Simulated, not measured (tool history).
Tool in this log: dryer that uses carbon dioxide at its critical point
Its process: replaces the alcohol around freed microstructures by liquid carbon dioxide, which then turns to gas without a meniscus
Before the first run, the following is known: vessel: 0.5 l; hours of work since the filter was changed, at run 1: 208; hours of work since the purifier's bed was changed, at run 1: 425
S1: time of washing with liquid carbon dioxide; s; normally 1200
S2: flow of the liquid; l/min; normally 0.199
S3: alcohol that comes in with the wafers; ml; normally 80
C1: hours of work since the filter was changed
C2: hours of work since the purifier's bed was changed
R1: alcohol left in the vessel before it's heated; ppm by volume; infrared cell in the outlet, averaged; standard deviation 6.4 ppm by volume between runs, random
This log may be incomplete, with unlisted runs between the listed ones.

run,hour,S1,S2,S3,C1,C2,R1
1,0,1200,0.199,80,208,425,553
2,19.1,1200,0.199,80,221,439,590
3,43.1,1200,0.199,80,239,456,596
4,78.5,1200,0.199,80,264,482,647
5,123.7,1200,0.199,80,297,514,722
# hour 138.6: inlet filter changed
6,160,1200,0.199,80,15,540,368
7,180.3,1200,0.199,80,30,555,391
8,199.9,1200,0.199,80,44,569,405
9,237.7,1200,0.199,80,72,596,410
10,280.7,1200,0.199,80,103,627,456
11,316.6,1200,0.199,80,129,653,483
12,359.8,1200,0.199,80,160,684,530
13,393.1,1200,0.309,80,184,708,135
14,436.7,1200,0.199,80,216,740,619
15,466.7,1200,0.199,80,237,762,635
16,503,1200,0.199,80,264,788,682
17,536,1500,0.13,38,288,812,952
18,560.1,1500,0.13,38,305,829,982
# hour 565.3: inlet filter changed
19,603.4,1500,0.13,38,28,860,588
20,637.5,1500,0.13,38,52,885,656
21,683.2,1500,0.13,38,85,918,671
22,712.1,960,0.3,69,106,939,248
23,746.6,1860,0.3,69,131,964,171
24,780.4,1560,0.29,70,156,988,177
25,801.3,1560,0.29,70,171,1003,175
26,837.8,1560,0.199,114,197,1030,292
27,878.4,1500,0.158,51,227,1059,518
28,902.9,1500,0.158,51,244,1077,537
29,930.7,1440,0.202,80,264,1097,351
30,977.6,1380,0.328,59,298,1131,200
# hour 993: inlet filter changed
31,1025.1,1380,0.199,60,23,1164,278
32,1058,1380,0.171,24,47,1188,302

Below are 3 alternative next runs, each starting from the tool's condition after run 32. Predict each:
A,1105.3,1380,0.171,50,81,1222,?
B,1105.3,1680,0.199,113,81,1222,?
C,1105.3,1200,0.164,25,81,1222,?

run,R1
A,437
B,266
C,529
The same runs, with their run-to-run variation unchanged, on a tool lacking any hidden condition would have given:
run,R1
A,186
B,38
C,263

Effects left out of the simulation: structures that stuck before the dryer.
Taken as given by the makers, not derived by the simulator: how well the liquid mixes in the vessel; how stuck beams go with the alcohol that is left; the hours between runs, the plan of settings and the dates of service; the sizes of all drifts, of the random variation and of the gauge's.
